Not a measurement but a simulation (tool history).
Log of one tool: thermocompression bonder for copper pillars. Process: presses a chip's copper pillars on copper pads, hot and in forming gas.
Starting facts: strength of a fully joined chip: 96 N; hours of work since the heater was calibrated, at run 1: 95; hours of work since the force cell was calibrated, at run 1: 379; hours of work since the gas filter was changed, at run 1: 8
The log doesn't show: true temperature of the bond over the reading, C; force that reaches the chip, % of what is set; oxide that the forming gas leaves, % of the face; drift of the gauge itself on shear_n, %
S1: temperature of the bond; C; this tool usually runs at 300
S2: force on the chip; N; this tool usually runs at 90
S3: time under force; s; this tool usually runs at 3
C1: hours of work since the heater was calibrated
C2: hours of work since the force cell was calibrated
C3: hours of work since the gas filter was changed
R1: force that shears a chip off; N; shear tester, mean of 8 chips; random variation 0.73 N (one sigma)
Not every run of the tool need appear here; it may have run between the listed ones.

run,day,S1,S2,S3,C1,C2,C3,R1
1,0,300,90,3,95,379,8,52
2,0.558,300,90,3,100,385,14,53.9
3,1.55,300,90,3,110,395,24,54.5
4,2.533,300,90,3,120,404,33,54.3
5,3.192,300,90,3,127,411,40,54.4
6,3.925,292,90,3,134,418,47,49.7
7,4.629,292,90,3,141,425,54,48.8
8,5.246,292,90,3,147,432,61,49.4
9,5.946,294,90,3,154,439,68,50.1
10,6.875,300,90,3,163,448,77,54.5
11,7.342,300,90,3,168,452,82,54.2
12,7.921,300,94,3,174,458,87,55.6
# day 8.029: force cell calibrated
13,8.621,300,94,3,180,6,94,54.4
14,9.483,300,112,3,189,15,102,60
# day 10.4: force cell calibrated, once more
15,10.546,300,112,3,199,1,112,57.6
16,11.125,300,112,3,205,7,118,56.7
17,11.842,300,90,2,212,14,125,44.5
18,12.671,300,90,2,220,23,134,44.8
19,13.125,300,56,2,225,27,138,32.7
20,13.971,300,107,3,233,36,147,57.2
21,14.525,300,90,2,239,41,152,45.4
22,15.379,300,90,2,247,50,161,44.3
23,16.308,300,90,2,256,59,170,43.4
24,17.075,300,90,2,264,67,178,44.1
25,17.517,299,99,3,269,71,182,53.2
26,18.092,324,90,3,274,77,188,62.7
27,18.829,300,98,2,282,84,195,46.3
28,19.833,270,115,3,292,94,205,41.5
29,20.529,287,64,4,299,101,212,38.7
30,21.112,287,64,4,304,107,218,39.3
31,21.725,320,66,4,311,113,224,55.9
32,22.571,300,56,5,319,122,232,45.7
33,23.196,313,56,3,325,128,239,42.7
34,24.138,273,76,3,335,137,248,32.1
35,25.067,300,65,2,344,147,257,34.2
36,25.538,295,57,2,349,151,262,29.5
37,26,287,133,8,353,156,267,68.7
38,26.696,299,93,2,360,163,274,43.7
39,27.508,283,96,8,368,171,282,59.6
# day 27.942: forming gas filter changed
40,28.004,305,82,2,373,176,1,48.6

Each row is a separate what-if for the run after 40, all from the same tool condition, not one after another. Results?
A,28.475,300,123,3,378,180,5,?
B,28.475,300,90,5,378,180,5,?
C,28.475,305,82,2,378,180,5,?
D,28.475,300,90,7,378,180,5,?

run,R1
A,65.5
B,65.4
C,49.2
D,69.8
Without the tool's hidden state the same runs would have given:
run,R1
A,62.9
B,62.8
C,46.7
D,67.3
